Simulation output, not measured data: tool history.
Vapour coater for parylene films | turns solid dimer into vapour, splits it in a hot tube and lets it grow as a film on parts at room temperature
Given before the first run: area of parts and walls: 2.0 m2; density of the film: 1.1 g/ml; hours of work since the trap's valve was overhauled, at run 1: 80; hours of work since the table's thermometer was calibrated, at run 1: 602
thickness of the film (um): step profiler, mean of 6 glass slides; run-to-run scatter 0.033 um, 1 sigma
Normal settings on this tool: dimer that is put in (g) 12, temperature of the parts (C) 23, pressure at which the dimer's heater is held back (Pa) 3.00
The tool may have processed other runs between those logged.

| run | day | dimer that is put in (g) | temperature of the parts (C) | pressure at which the dimer's heater is held back (Pa) | hours of work since the trap's valve was overhauled | hours of work since the table's thermometer was calibrated | thickness of the film (um) |
|---|---|---|---|---|---|---|---|
| 1 | 0.000 | 12 | 23 | 3.00 | 80 | 602 | 4.01 |
| 2 | 0.892 | 6 | 23 | 3.00 | 96 | 618 | 1.99 |
| 3 | 1.679 | 6 | 23 | 3.00 | 110 | 632 | 1.97 |
| 4 | 2.254 | 12 | 23 | 3.00 | 121 | 642 | 3.88 |
| 5 | 2.846 | 12 | 30 | 3.00 | 131 | 653 | 2.99 |
| 6 | 3.975 | 12 | 30 | 3.00 | 152 | 673 | 3.00 |
| 7 | 5.112 | 11 | 30 | 3.00 | 172 | 694 | 2.72 |
| 8 | 5.879 | 19 | 30 | 3.00 | 186 | 707 | 4.67 |
| 9 | 6.538 | 12 | 23 | 3.00 | 198 | 719 | 3.78 |
| 10 | 7.404 | 12 | 23 | 3.00 | 213 | 735 | 3.71 |
| 11 | 8.271 | 12 | 20 | 3.00 | 229 | 750 | 4.19 |
| 12 | 9.225 | 12 | 23 | 3.00 | 246 | 767 | 3.64 |
|  | 10.108 | trap's valve overhauled |
| 13 | 10.217 | 9 | 23 | 6.81 | 2 | 782 | 2.70 |
| 14 | 11.400 | 9 | 23 | 6.81 | 23 | 803 | 2.66 |
| 15 | 12.267 | 21 | 26 | 6.81 | 39 | 819 | 5.65 |
| 16 | 13.433 | 9 | 17 | 3.00 | 60 | 840 | 3.83 |
| 17 | 13.979 | 6 | 23 | 2.21 | 69 | 849 | 2.22 |
| 18 | 14.958 | 6 | 23 | 2.21 | 87 | 867 | 2.12 |
| 19 | 15.821 | 6 | 23 | 2.21 | 102 | 882 | 2.17 |
| 20 | 16.600 | 6 | 23 | 2.21 | 116 | 896 | 2.11 |
| 21 | 17.171 | 6 | 23 | 2.21 | 127 | 907 | 2.10 |
| 22 | 17.900 | 6 | 25 | 2.21 | 140 | 920 | 1.98 |
| 23 | 18.554 | 18 | 25 | 2.21 | 151 | 931 | 5.79 |

Consider 3 possible next runs. They are alternatives, not a sequence: every one starts from the tool as it was left by run 23. What does each give?
| A | 19.346 | 5 | 25 | 2.60 | 166 | 946 | ? |
| B | 19.346 | 11 | 25 | 2.21 | 166 | 946 | ? |
| C | 19.346 | 11 | 19 | 3.65 | 166 | 946 | ? |

| run | thickness of the film (um) |
|---|---|
| A | 1.50 |
| B | 3.54 |
| C | 4.02 |
Without the tool's unlogged condition, the same runs would have read:
| run | thickness of the film (um) |
|---|---|
| A | 1.59 |
| B | 3.74 |
| C | 4.25 |
